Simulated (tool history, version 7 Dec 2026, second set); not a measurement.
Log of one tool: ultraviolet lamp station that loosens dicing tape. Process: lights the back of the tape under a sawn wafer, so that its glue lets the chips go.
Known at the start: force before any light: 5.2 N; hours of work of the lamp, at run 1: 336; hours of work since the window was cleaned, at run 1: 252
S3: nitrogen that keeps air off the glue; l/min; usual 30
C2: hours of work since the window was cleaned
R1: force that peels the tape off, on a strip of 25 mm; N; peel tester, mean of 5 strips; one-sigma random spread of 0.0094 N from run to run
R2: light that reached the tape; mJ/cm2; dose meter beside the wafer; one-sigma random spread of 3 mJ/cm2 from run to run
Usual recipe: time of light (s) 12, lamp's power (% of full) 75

Run 1, hour 0: usual settings; hours of work of the lamp 336; C2 252. Result: R1 0.561 N, R2 383 mJ/cm2.
Run 2, hour 10.6: usual settings; hours of work of the lamp 344; C2 260. Result: R1 0.556 N, R2 376 mJ/cm2.
Run 3, hour 21.1: usual settings; hours of work of the lamp 352; C2 268. Result: R1 0.556 N, R2 376 mJ/cm2.
Run 4, hour 31.2: usual settings; hours of work of the lamp 359; C2 276. Result: R1 0.58 N, R2 370 mJ/cm2.
Run 5, hour 39: usual settings but time of light (s) 6; hours of work of the lamp 365; C2 282. Result: R1 1.601 N, R2 188 mJ/cm2.
Run 6, hour 48.7: usual settings but time of light (s) 6, S3 9 l/min; hours of work of the lamp 373; C2 289. Result: R1 2.334 N, R2 183 mJ/cm2.
Run 7, hour 60.7: usual settings but time of light (s) 6, S3 9 l/min; hours of work of the lamp 382; C2 298. Result: R1 2.35 N, R2 189 mJ/cm2.
Run 8, hour 67.1: usual settings but time of light (s) 6, S3 9 l/min; hours of work of the lamp 387; C2 303. Result: R1 2.242 N, R2 186 mJ/cm2.
Run 9, hour 74.2: usual settings; hours of work of the lamp 392; C2 309. Result: R1 0.59 N, R2 375 mJ/cm2.
Run 10, hour 85.9: usual settings; hours of work of the lamp 401; C2 317. Result: R1 0.586 N, R2 365 mJ/cm2.
Run 11, hour 91.4: usual settings but S3 21 l/min; hours of work of the lamp 405; C2 322. Result: R1 0.689 N, R2 370 mJ/cm2.
Run 12, hour 98.4: usual settings but S3 21 l/min; hours of work of the lamp 411; C2 327. Result: R1 0.698 N, R2 368 mJ/cm2.
Run 13, hour 103.8: usual settings but S3 21 l/min; hours of work of the lamp 415; C2 331. Result: R1 0.709 N, R2 366 mJ/cm2.
Run 14, hour 112.3: usual settings but time of light (s) 18; hours of work of the lamp 421; C2 338. Result: R1 0.278 N, R2 537 mJ/cm2.
Run 15, hour 120.1: usual settings but time of light (s) 18; hours of work of the lamp 427; C2 343. Result: R1 0.272 N, R2 546 mJ/cm2.
Run 16, hour 129.5: usual settings but time of light (s) 18; hours of work of the lamp 434; C2 351. Result: R1 0.276 N, R2 540 mJ/cm2.
Run 17, hour 137.7: usual settings but time of light (s) 18; hours of work of the lamp 440; C2 357. Result: R1 0.28 N, R2 535 mJ/cm2.
Run 18, hour 144.2: usual settings but time of light (s) 18; hours of work of the lamp 445; C2 362. Result: R1 0.279 N, R2 538 mJ/cm2.
Run 19, hour 153.5: usual settings but time of light (s) 18; hours of work of the lamp 452; C2 369. Result: R1 0.296 N, R2 535 mJ/cm2.
Run 20, hour 163.4: usual settings but time of light (s) 18; hours of work of the lamp 460; C2 376. Result: R1 0.295 N, R2 523 mJ/cm2.
Run 21, hour 169.3: usual settings but time of light (s) 18; hours of work of the lamp 464; C2 381. Result: R1 0.293 N, R2 531 mJ/cm2.
Run 22, hour 178.5: usual settings but lamp's power (% of full) 77; hours of work of the lamp 471; C2 388. Result: R1 0.588 N, R2 362 mJ/cm2.
Run 23, hour 191.3: usual settings but time of light (s) 8, lamp's power (% of full) 77, S3 19 l/min; hours of work of the lamp 481; C2 398. Result: R1 1.384 N, R2 239 mJ/cm2.
Run 24, hour 199.1: usual settings but time of light (s) 8, lamp's power (% of full) 97, S3 19 l/min; hours of work of the lamp 487; C2 404. Result: R1 1.034 N, R2 301 mJ/cm2.
Run 25, hour 208.2: usual settings but time of light (s) 18, S3 18 l/min; hours of work of the lamp 494; C2 410. Result: R1 0.371 N, R2 524 mJ/cm2.
Run 26, hour 214.7: usual settings but time of light (s) 18, S3 18 l/min; hours of work of the lamp 499; C2 415. Result: R1 0.4 N, R2 523 mJ/cm2.
Run 27, hour 222.7: usual settings but time of light (s) 11, lamp's power (% of full) 98, S3 34 l/min; hours of work of the lamp 505; C2 421. Result: R1 0.431 N, R2 413 mJ/cm2.
Run 28, hour 228.7: usual settings but time of light (s) 20, S3 25 l/min; hours of work of the lamp 510; C2 426. Result: R1 0.294 N, R2 579 mJ/cm2.
Run 29, hour 236.6: usual settings but time of light (s) 20, S3 25 l/min; hours of work of the lamp 516; C2 432. Result: R1 0.269 N, R2 576 mJ/cm2.
Run 30, hour 245.1: usual settings but time of light (s) 9, lamp's power (% of full) 93, S3 26 l/min; hours of work of the lamp 522; C2 438. Result: R1 0.807 N, R2 319 mJ/cm2.
Run 31, hour 257.2: usual settings but time of light (s) 9, lamp's power (% of full) 93, S3 26 l/min; hours of work of the lamp 531; C2 448. Result: R1 0.793 N, R2 319 mJ/cm2.
Run 32, hour 262.8: usual settings but time of light (s) 20, lamp's power (% of full) 66, S3 41 l/min; hours of work of the lamp 535; C2 452. Result: R1 0.276 N, R2 501 mJ/cm2.
Run 33, hour 271: usual settings but time of light (s) 20, lamp's power (% of full) 87, S3 28 l/min; hours of work of the lamp 542; C2 458. Result: R1 0.207 N, R2 651 mJ/cm2.
At hour 280.5: window cleaned of glue's vapour.
Run 34, hour 282.1: usual settings but time of light (s) 7, lamp's power (% of full) 81, S3 34 l/min; hours of work of the lamp 550; C2 1. Result: R1 1.104 N, R2 240 mJ/cm2.
Run 35, hour 291.1: usual settings but time of light (s) 23; hours of work of the lamp 557; C2 8. Result: R1 0.183 N, R2 724 mJ/cm2.
Run 36, hour 299.2: usual settings but time of light (s) 23; hours of work of the lamp 563; C2 14. Result: R1 0.187 N, R2 730 mJ/cm2.
Run 37, hour 310.5: usual settings but time of light (s) 8, lamp's power (% of full) 85, S3 17 l/min; hours of work of the lamp 571; C2 23. Result: R1 1.147 N, R2 286 mJ/cm2.
Run 38, hour 319.7: usual settings but lamp's power (% of full) 78, S3 15 l/min; hours of work of the lamp 578; C2 30. Result: R1 0.78 N, R2 388 mJ/cm2.
Run 39, hour 326.6: usual settings but lamp's power (% of full) 64, S3 28 l/min; hours of work of the lamp 584; C2 35. Result: R1 0.759 N, R2 318 mJ/cm2.
Run 40, hour 335.1: usual settings but lamp's power (% of full) 68, S3 9 l/min; hours of work of the lamp 590; C2 41. Result: R1 1.212 N, R2 339 mJ/cm2.

The next listed run, before its measurement:
Run 41, hour 340.7: usual settings but lamp's power (% of full) 68, S3 9 l/min; hours of work of the lamp 594; C2 46. Result: R1 ?, R2 ?.

Logged for run 41: R1 1.192 N, R2 337 mJ/cm2.
Were there no unlogged condition in the tool, this run, its random variation unchanged, would have produced R1 0.905 N, R2 407 mJ/cm2.

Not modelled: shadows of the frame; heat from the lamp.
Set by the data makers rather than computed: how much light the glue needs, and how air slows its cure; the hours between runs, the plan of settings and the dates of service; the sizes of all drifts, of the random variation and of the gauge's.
